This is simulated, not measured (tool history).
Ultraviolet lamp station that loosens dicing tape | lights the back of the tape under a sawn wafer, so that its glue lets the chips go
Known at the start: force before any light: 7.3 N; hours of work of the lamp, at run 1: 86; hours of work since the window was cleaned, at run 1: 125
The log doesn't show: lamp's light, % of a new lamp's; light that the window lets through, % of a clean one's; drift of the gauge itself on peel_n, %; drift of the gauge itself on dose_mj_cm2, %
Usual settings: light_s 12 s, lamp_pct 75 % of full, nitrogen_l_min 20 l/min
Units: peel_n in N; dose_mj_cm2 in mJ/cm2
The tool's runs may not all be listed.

run	day	light_s	lamp_pct	nitrogen_l_min	hours of work of the lamp	hours of work since the window was cleaned	peel_n	dose_mj_cm2
1	0.000	12	75	20	86	125	0.711	342
2	0.321	12	75	20	89	129	0.690	339
3	0.675	12	75	20	93	132	0.724	340
4	0.950	12	75	20	96	135	0.699	337
5	1.221	12	75	20	98	138	0.684	340
6	1.417	12	75	20	100	140	0.711	343
7	1.629	12	75	20	103	142	0.718	335
8	1.842	12	63	20	105	145	0.967	284
9	2.221	12	63	20	109	149	1.028	282
10	2.446	12	75	31	111	151	0.523	337
11	2.721	12	75	20	114	154	0.725	334
12	2.904	9	75	20	116	156	1.208	253
13	3.133	12	75	21	118	158	0.717	333
14	3.538	12	75	11	123	162	1.077	335
15	3.900	12	75	11	126	166	1.050	336
16	4.196	6	75	20	129	169	2.099	164
17	4.583	6	75	20	134	173	2.100	161
18	4.779	12	75	33	136	175	0.522	337
19	4.979	12	75	33	138	177	0.535	333
20	5.262	12	75	33	141	180	0.534	333
21	5.646	12	83	20	145	184	0.622	368
22	6.012	12	83	20	148	188	0.585	369
23	6.221	21	84	38	151	190	0.220	655
24	6.554	20	79	20	154	194	0.291	579
25	6.929	20	79	20	158	198	0.284	580
26	7.142	15	88	10	160	200	0.613	489
# day 7.188: window cleaned of glue's vapour
27	7.496	15	88	10	164	3	0.635	475
28	7.817	15	88	26	167	7	0.344	472
# day 8.108: window cleaned of glue's vapour, once more
29	8.129	8	93	13	170	0	1.256	287
30	8.525	22	63	11	174	4	0.455	529
31	8.788	22	63	11	177	7	0.473	527
32	9.108	22	88	17	180	10	0.246	740
33	9.342	22	88	17	183	13	0.251	739
34	9.504	22	88	17	185	15	0.247	740
35	9.788	10	84	12	187	18	1.090	323
36	10.054	10	84	12	190	20	1.098	320
37	10.329	13	87	29	193	23	0.368	425
38	10.662	13	87	29	197	27	0.376	434
39	10.975	14	78	11	200	30	0.758	416
40	11.175	14	72	11	202	32	0.846	383
41	11.575	7	75	19	206	36	1.711	197
42	11.838	9	75	24	209	39	1.077	257
43	12.050	11	73	22	211	41	0.836	303
44	12.362	8	68	23	214	45	1.524	208

Measured less the same run without the tool's hidden state. The same run-to-run variation is in both; the gauge's scatter may not be:
run	peel_n	dose_mj_cm2
1	+0.058	-16
2	+0.057	-15
3	+0.061	-17
4	+0.060	-17
5	+0.060	-17
6	+0.063	-17
7	+0.065	-17
8	+0.085	-15
9	+0.090	-15
10	+0.050	-18
11	+0.071	-19
12	+0.105	-14
13	+0.072	-20
14	+0.101	-20
15	+0.101	-21
16	+0.148	-10
17	+0.150	-10
18	+0.058	-21
19	+0.059	-21
20	+0.060	-22
21	+0.071	-25
22	+0.069	-25
23	+0.005	-45
24	+0.020	-41
25	+0.020	-42
26	+0.076	-36
27	+0.114	-52
28	+0.046	-52
29	+0.063	-10
30	+0.027	-18
31	+0.028	-18
32	+0.006	-27
33	+0.006	-27
34	+0.006	-28
35	+0.068	-13
36	+0.070	-13
37	+0.023	-17
38	+0.023	-18
39	+0.058	-17
40	+0.064	-17
41	+0.101	-9
42	+0.081	-12
43	+0.068	-14
44	+0.103	-10
